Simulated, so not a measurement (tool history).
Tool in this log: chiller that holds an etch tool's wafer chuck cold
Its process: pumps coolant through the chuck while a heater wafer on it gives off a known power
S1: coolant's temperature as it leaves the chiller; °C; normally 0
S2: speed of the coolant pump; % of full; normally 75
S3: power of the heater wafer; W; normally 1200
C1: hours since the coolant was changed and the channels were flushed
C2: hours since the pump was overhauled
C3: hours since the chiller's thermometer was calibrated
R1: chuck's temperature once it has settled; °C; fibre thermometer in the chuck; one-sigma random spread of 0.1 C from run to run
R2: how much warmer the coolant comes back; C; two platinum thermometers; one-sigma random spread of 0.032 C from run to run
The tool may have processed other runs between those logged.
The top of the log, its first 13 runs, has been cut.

run   hour  S1  S2    S3    C1    C2    C3    R1    R2
 14  333.5   0  74  1200  1282   601  2133   9.4  4.08
 15  357.2   2  74  1200  1306   625  2157  11.5  4.06
 16  372.6   0  76  1200  1321   640  2172   9.1  3.97
 17  406.2   0  98  1200  1355   674  2206   7.2  3.14
 18  430.4   5  98  1200  1379   698  2230  12.4  3.27
 19  456.4   5  98  1200  1405   724  2256  12.5  3.21
 20  491.8   5  98  1200  1440   760  2291  12.2  3.24
     512.8  -- gauge calibrated
 21  516.7  -7  98  1594  1465   784  2316   2.8  3.73
 22  548.7  -7  98  1594  1497   816  2348   2.8  3.77
 23  584.8  -7  75  1200  1533   853  2384   2.3  3.85
 24  602.8  -1  61  1200  1551   871  2402  10.2  4.74
 25  627.6  -9  76   922  1576   895  2427  -1.9  2.98
 26    658   3  85  1530  1607   926  2457  13.6  4.32
 27  682.6   8  65  1530  1631   950  2482  21.8  5.74
 28  713.1   2  73   718  1662   981  2512   7.9  2.52
 29  738.8   2  73   718  1687  1007  2538   7.8  2.46
 30  769.5   7  95   800  1718  1037  2569    12  2.18
 31  795.8  -8  75  1384  1744  1064  2595   2.7  4.52
 32  823.2  -8  75  1384  1772  1091  2623   2.7  4.53
 33    859  -8  75  1384  1808  1127  2658   2.8  4.65

Forecast each of these 3 alternatives for the next run:
  A  881.3   3  65  1667  1830  1149  2681   ?   ?
  B  881.3   0  60  1698  1830  1149  2681   ?   ?
  C  881.3   7  75  1200  1830  1149  2681   ?   ?

run    R1    R2
  A  17.9  6.33
  B  16.1  7.02
  C  16.5  4.03
Stripped of hidden state, with their random variation kept, the same runs would have yielded:
run    R1    R2
  A  17.9  6.02
  B  16.1  6.71
  C  16.5  3.73

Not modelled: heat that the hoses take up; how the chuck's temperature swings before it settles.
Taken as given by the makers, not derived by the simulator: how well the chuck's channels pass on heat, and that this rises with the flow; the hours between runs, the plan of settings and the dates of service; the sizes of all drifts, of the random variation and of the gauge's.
